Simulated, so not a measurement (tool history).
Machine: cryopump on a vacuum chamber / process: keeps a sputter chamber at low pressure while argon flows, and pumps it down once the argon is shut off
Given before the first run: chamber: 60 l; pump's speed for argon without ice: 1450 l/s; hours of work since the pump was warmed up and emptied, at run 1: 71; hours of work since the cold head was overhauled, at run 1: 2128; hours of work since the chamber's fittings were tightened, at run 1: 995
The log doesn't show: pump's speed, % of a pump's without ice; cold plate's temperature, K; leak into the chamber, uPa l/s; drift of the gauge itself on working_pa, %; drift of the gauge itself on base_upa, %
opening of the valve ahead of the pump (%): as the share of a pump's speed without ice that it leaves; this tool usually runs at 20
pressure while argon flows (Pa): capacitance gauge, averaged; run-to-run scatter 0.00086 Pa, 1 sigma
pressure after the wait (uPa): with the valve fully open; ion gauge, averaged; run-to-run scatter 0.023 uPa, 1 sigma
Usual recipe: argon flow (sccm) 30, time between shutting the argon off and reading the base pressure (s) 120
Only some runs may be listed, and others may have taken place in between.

| run | day | argon flow (sccm) | time between shutting the argon off and reading the base pressure (s) | opening of the valve ahead of the pump (%) | hours of work since the pump was warmed up and emptied | hours of work since the cold head was overhauled | hours of work since the chamber's fittings were tightened | pressure while argon flows (Pa) | pressure after the wait (uPa) |
|---|---|---|---|---|---|---|---|---|---|
| 1 | 0 | 30 | 120 | 20 | 71 | 2128 | 995 | 0.1761 | 2.14 |
| 2 | 4.067 | 30 | 120 | 20 | 150 | 2206 | 1074 | 0.1778 | 2.25 |
| 3 | 5.996 | 30 | 120 | 20 | 188 | 2244 | 1112 | 0.177 | 2.3 |
| 4 | 7.925 | 30 | 90 | 20 | 225 | 2281 | 1149 | 0.1772 | 2.51 |
| 5 | 12.354 | 30 | 120 | 20 | 311 | 2367 | 1235 | 0.1778 | 2.63 |
|  | 12.942 | leaking fittings of the chamber tightened, without venting |
| 6 | 15.575 | 30 | 120 | 20 | 372 | 2428 | 51 | 0.1788 | 0.79 |
| 7 | 18.004 | 30 | 120 | 20 | 419 | 2475 | 98 | 0.1786 | 0.89 |
| 8 | 20.296 | 30 | 120 | 20 | 464 | 2520 | 143 | 0.1792 | 0.91 |
| 9 | 23.988 | 30 | 120 | 20 | 535 | 2591 | 214 | 0.1791 | 1.08 |
| 10 | 25.829 | 30 | 120 | 20 | 571 | 2627 | 250 | 0.1792 | 1.13 |
| 11 | 30.196 | 30 | 120 | 17 | 656 | 2712 | 335 | 0.2108 | 1.24 |
| 12 | 32.246 | 30 | 120 | 20 | 696 | 2752 | 375 | 0.1807 | 1.3 |
| 13 | 34.608 | 30 | 120 | 20 | 741 | 2798 | 420 | 0.1808 | 1.36 |
| 14 | 37.996 | 30 | 120 | 20 | 807 | 2863 | 486 | 0.1831 | 1.52 |
| 15 | 40.342 | 30 | 120 | 20 | 853 | 2909 | 532 | 0.1841 | 1.64 |
| 16 | 44.479 | 30 | 120 | 20 | 933 | 2989 | 612 | 0.1831 | 1.76 |
|  | 47.088 | pump warmed up, emptied and cooled again |
| 17 | 47.375 | 30 | 219 | 20 | 6 | 3041 | 664 | 0.1765 | 1.44 |
| 18 | 51.7 | 30 | 219 | 20 | 90 | 3125 | 748 | 0.1756 | 1.56 |
| 19 | 53.842 | 17 | 25 | 37 | 131 | 3167 | 790 | 0.0546 | 3.69 |
| 20 | 56.492 | 12 | 63 | 19 | 183 | 3218 | 841 | 0.0749 | 2.35 |
| 21 | 58.521 | 31 | 35 | 46 | 222 | 3258 | 880 | 0.0818 | 3.09 |
| 22 | 62.729 | 31 | 35 | 46 | 304 | 3339 | 962 | 0.0828 | 3.29 |
| 23 | 64.958 | 29 | 120 | 20 | 347 | 3382 | 1005 | 0.1725 | 2.21 |
| 24 | 66.879 | 29 | 120 | 20 | 384 | 3420 | 1043 | 0.1741 | 2.21 |
| 25 | 69.271 | 30 | 120 | 35 | 430 | 3466 | 1089 | 0.1059 | 2.28 |
| 26 | 71.154 | 30 | 120 | 35 | 467 | 3503 | 1126 | 0.105 | 2.43 |
| 27 | 75.442 | 30 | 120 | 35 | 550 | 3586 | 1209 | 0.1057 | 2.58 |
|  | 77.433 | leaking fittings of the chamber tightened, without venting |
| 28 | 79.812 | 30 | 56 | 17 | 633 | 3669 | 46 | 0.2119 | 1.38 |
| 29 | 82.942 | 16 | 281 | 23 | 694 | 3730 | 107 | 0.0847 | 0.58 |
| 30 | 86.175 | 16 | 281 | 23 | 757 | 3793 | 170 | 0.0855 | 0.66 |
| 31 | 90.008 | 30 | 196 | 23 | 831 | 3867 | 244 | 0.1604 | 0.9 |
| 32 | 93.621 | 52 | 120 | 51 | 901 | 3937 | 314 | 0.1354 | 1.19 |
| 33 | 96.304 | 48 | 292 | 24 | 954 | 3989 | 366 | 0.2495 | 1.03 |
|  | 97.921 | pump warmed up, emptied and cooled again |
| 34 | 100.075 | 48 | 292 | 24 | 42 | 4058 | 435 | 0.2356 | 0.98 |
| 35 | 104.071 | 36 | 33 | 19 | 119 | 4136 | 513 | 0.2243 | 2.72 |

Describe how what the log doesn't record of the tool's condition differs between the last listed run preceding each entry between runs and the first listed run following it.
From run 5 to run 6: leaking fittings of the chamber tightened, without venting (day 12.942)
  pump's speed, % of a pump's without ice: 94.2 -> 93.1; cold plate's temperature, K: 13.62 -> 13.65; leak into the chamber, uPa l/s: 2714 -> 408
  measured less the result without the state, pressure while argon flows (Pa): +0.0034 -> +0.0038; pressure after the wait (uPa): +1.88 -> +0.1
From run 16 to run 17: pump warmed up, emptied and cooled again (day 47.088)
  pump's speed, % of a pump's without ice: 83.1 -> 99; cold plate's temperature, K: 13.97 -> 14; leak into the chamber, uPa l/s: 1465 -> 1563
  measured less the result without the state, pressure while argon flows (Pa): +0.0088 -> +0.0018; pressure after the wait (uPa): +1.05 -> +0.94
From run 27 to run 28: leaking fittings of the chamber tightened, without venting (day 77.433)
  pump's speed, % of a pump's without ice: 89.6 -> 88.1; cold plate's temperature, K: 14.3 -> 14.35; leak into the chamber, uPa l/s: 2560 -> 380
  measured less the result without the state, pressure while argon flows (Pa): +0.0058 -> +0.0067; pressure after the wait (uPa): +1.87 -> +0.11
From run 33 to run 34: pump warmed up, emptied and cooled again (day 97.921)
  pump's speed, % of a pump's without ice: 82.4 -> 99.2; cold plate's temperature, K: 14.53 -> 14.57; leak into the chamber, uPa l/s: 944 -> 1060
  measured less the result without the state, pressure while argon flows (Pa): +0.0155 -> +0.0035; pressure after the wait (uPa): +0.62 -> +0.57
